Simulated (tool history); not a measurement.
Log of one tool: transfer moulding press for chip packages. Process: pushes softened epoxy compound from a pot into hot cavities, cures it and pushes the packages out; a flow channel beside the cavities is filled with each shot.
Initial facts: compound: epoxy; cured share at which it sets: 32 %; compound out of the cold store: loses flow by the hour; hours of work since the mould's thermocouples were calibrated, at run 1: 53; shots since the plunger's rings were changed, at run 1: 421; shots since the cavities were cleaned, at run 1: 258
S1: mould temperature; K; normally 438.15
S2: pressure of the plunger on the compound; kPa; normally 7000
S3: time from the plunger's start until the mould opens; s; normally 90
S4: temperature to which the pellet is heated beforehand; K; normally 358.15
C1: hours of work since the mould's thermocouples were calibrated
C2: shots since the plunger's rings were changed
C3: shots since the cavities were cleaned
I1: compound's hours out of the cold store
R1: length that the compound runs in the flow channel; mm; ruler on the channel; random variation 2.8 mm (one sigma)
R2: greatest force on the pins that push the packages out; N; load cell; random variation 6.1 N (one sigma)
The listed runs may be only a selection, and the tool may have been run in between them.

run  hour      S1    S2  S3      S4  C1    C2   C3    I1   R1   R2
  1   0.0  438.15  7000  90  358.15  53   421  258  25.4  742  336
  2  10.3  438.15  7000  90  358.15  59   556  393  19.0  759  367
  3  14.6  434.15  7000  90  358.15  61   612  449  43.0  718  501
  4  25.2  433.15  7000  90  358.15  68   749  586  42.7  710  570
  5  32.7  433.15  7000  90  358.15  72   847  684  41.2  723  608
  6  42.3  433.15  7000  90  358.15  78   973  810  19.6  759  683
     44.7  -- cavities cleaned with cleaning compound and waxed
  7  52.0  433.15  7000  90  358.15  83  1080   95  38.7  718  713
  8  57.5  438.15  7000  90  361.15  86  1152  167  36.2  707  493
  9  62.7  438.15  7000  90  361.15  89  1219  234  18.7  742  544
 10  73.0  438.15  7000  75  362.15  95  1354  369  43.5  687  790
 11  79.1  438.15  7000  75  362.15  99  1433  448  45.7  684  799

Run 12 is up next; what results do you expect?
     81.6  -- cavities cleaned with cleaning compound and waxed, once more
 12  88.0  438.15  7290  80  358.15  103  1529  83  36.0   ?   ?

R1: 723 mm
R2: 339 N
With the hidden condition absent and the run-to-run variation left alone, this run would have shown R1 741 mm, R2 291 N.

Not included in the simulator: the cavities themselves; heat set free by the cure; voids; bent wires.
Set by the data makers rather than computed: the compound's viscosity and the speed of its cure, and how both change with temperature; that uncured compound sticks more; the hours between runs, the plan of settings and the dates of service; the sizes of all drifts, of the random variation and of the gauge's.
